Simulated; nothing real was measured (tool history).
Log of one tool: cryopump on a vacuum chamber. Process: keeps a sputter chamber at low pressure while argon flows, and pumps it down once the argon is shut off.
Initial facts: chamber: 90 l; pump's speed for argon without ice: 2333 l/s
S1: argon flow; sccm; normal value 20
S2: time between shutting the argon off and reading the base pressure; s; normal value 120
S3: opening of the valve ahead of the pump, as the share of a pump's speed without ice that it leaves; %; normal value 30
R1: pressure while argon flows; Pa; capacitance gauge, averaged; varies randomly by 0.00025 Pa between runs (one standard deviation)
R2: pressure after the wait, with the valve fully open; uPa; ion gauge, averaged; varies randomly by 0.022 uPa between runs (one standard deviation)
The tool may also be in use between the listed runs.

| run | day | S1 | S2 | S3 | R1 | R2 |
|---|---|---|---|---|---|---|
| 1 | 0.000 | 20 | 120 | 30 | 0.0500 | 0.66 |
| 2 | 0.933 | 20 | 120 | 30 | 0.0504 | 0.64 |
| 3 | 1.958 | 20 | 120 | 30 | 0.0496 | 0.67 |
| 4 | 2.958 | 20 | 120 | 30 | 0.0499 | 0.66 |
| 5 | 3.912 | 20 | 121 | 30 | 0.0495 | 0.65 |
| 6 | 5.129 | 20 | 121 | 30 | 0.0490 | 0.63 |
| 7 | 5.800 | 20 | 120 | 20 | 0.0745 | 0.72 |
| 8 | 6.479 | 20 | 120 | 20 | 0.0737 | 0.73 |
| 9 | 7.238 | 25 | 120 | 30 | 0.0626 | 0.65 |
| 10 | 8.025 | 25 | 120 | 30 | 0.0622 | 0.68 |
| 11 | 8.554 | 25 | 120 | 30 | 0.0623 | 0.72 |
| 12 | 9.192 | 25 | 120 | 26 | 0.0712 | 0.70 |
| 13 | 10.396 | 25 | 120 | 26 | 0.0722 | 0.68 |
| 14 | 10.992 | 21 | 24 | 37 | 0.0427 | 2.67 |
| 15 | 11.654 | 21 | 24 | 37 | 0.0433 | 2.68 |
| 16 | 12.833 | 12 | 120 | 22 | 0.0406 | 0.70 |
| 17 | 13.821 | 14 | 120 | 35 | 0.0301 | 0.69 |
| 18 | 14.825 | 14 | 120 | 35 | 0.0300 | 0.73 |
| 19 | 15.775 | 14 | 120 | 35 | 0.0303 | 0.73 |
| 20 | 16.512 | 9 | 120 | 35 | 0.0195 | 0.71 |
| 21 | 17.204 | 9 | 120 | 35 | 0.0197 | 0.75 |
| 22 | 18.138 | 21 | 248 | 18 | 0.0866 | 0.46 |
| 23 | 19.021 | 35 | 120 | 30 | 0.0884 | 0.74 |
| 24 | 20.188 | 35 | 120 | 30 | 0.0879 | 0.69 |
| 25 | 21.438 | 35 | 120 | 30 | 0.0884 | 0.76 |

How would selected steps in R1 from run to run divide? Give the signed amount a tool lacking its hidden state would still show from settings, what came in and random variation, and the signed amount left for the hidden state, including any gauge scatter that is not in both of the compared results.
The hidden state here: pump's speed, % of a pump's without ice; cold plate's temperature, K; leak into the chamber, uPa l/s; drift of the gauge itself on working_pa, %; drift of the gauge itself on base_upa, %.
Run 13 -> 14: S1 25 -> 21, S2 120 -> 24, S3 26 -> 37. R1 -0.0295 Pa: hidden state -0.0003, all else -0.0292.
Run 21 -> 22: S1 9 -> 21, S2 120 -> 248, S3 35 -> 18. R1 +0.0669 Pa: hidden state +0.0012, all else +0.0657.
Run 22 -> 23: S1 21 -> 35, S2 248 -> 120, S3 18 -> 30. R1 +0.0018 Pa: hidden state +0.0016, all else +0.0002.

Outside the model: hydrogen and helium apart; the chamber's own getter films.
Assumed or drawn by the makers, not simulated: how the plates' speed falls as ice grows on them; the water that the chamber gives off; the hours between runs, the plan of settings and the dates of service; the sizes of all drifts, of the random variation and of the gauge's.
